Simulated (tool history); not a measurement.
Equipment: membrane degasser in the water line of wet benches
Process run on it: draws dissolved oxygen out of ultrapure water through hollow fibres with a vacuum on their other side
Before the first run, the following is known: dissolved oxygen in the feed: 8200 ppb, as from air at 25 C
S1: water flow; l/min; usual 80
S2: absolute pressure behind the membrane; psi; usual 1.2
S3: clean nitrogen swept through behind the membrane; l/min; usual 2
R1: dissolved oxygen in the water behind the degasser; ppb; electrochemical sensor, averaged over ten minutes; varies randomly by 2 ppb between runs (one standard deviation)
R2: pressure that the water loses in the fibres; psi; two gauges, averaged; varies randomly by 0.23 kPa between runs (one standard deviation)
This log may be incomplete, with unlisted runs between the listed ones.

run,hour,S1,S2,S3,R1,R2
1,0,80,1.2,2,375.3,8.541
2,134.1,80,1.2,2,378.9,8.58
3,279.2,80,1.2,2,378.9,8.625
4,427.3,80,1.2,2,376.7,8.585
5,661.4,80,1.2,2,374,8.525
6,812.9,80,1.2,2,374.8,8.608
7,1061.8,80,1.2,1.33,510.6,8.496
# hour 1174.2: vacuum gauge calibrated
8,1283.3,80,1.2,1.33,505.1,8.522
9,1493.3,80,1.2,1.33,500,8.53
10,1744.7,80,1.2,1.33,510.2,8.493
11,1887.5,80,1.2,1.33,505.9,8.531
12,2048.7,80,1.2,1.33,505,8.504
13,2281.1,80,1.2,2,382.1,8.502
14,2476.7,80,1.2,2,373.4,8.479
15,2663.6,80,1.2,2,376.5,8.46
16,2804.3,80,1.2,2,374.4,8.444

Run 17 has not been measured yet. What should we expect?
17,2951.1,77,1.2,2.54,?,?

R1: 304.2 ppb
R2: 8.097 psi
Had the tool carried no hidden state, the very same run would have given R1 304.1 ppb, R2 8.222 psi.
